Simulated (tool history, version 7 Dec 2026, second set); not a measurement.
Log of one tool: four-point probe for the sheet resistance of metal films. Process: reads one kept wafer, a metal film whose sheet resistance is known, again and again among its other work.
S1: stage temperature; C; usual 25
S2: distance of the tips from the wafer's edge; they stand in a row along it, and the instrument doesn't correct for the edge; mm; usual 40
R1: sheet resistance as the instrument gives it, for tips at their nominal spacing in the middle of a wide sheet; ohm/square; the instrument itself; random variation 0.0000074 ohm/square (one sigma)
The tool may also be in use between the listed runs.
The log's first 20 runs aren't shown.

run	hour	S1	S2	R1
21	818.6	25	59	0.037493
22	865.9	25	44	0.037489
23	894	25	44	0.037493
24	929.2	20	65	0.037382
25	956.4	22	4	0.03793
26	996.7	22	4	0.03793
27	1021	20	3	0.038272
28	1074.8	25	9	0.037618
29	1126.1	25	9	0.037627
30	1153.8	34	22	0.037758
31	1200.4	21	19	0.037465
32	1242.7	21	19	0.03745
33	1274.3	26	19	0.037594
34	1306.5	28	61	0.037615
35	1352.3	29	40	0.03765
36	1395.5	29	49	0.037651
37	1450.9	32	4	0.038236
38	1474.8	32	4	0.038244
39	1507.7	32	4	0.038239
40	1536	32	4	0.038247
41	1581.1	32	4	0.038246
42	1618.9	32	4	0.038269
43	1651.8	23	40	0.037532
44	1675.7	30	40	0.037719
45	1717.9	18	7	0.037602

4 ways to go on from here, each from the tool as it stands after run 45. What would each give?
A	1747.5	25	6	?
B	1747.5	24	4	?
C	1747.5	18	8	?
D	1747.5	25	5	?

run	R1
A	0.037825
B	0.038078
C	0.03756
D	0.03793
Without the tool's hidden state the same runs would have given:
run	R1
A	0.037266
B	0.037515
C	0.037004
D	0.037369
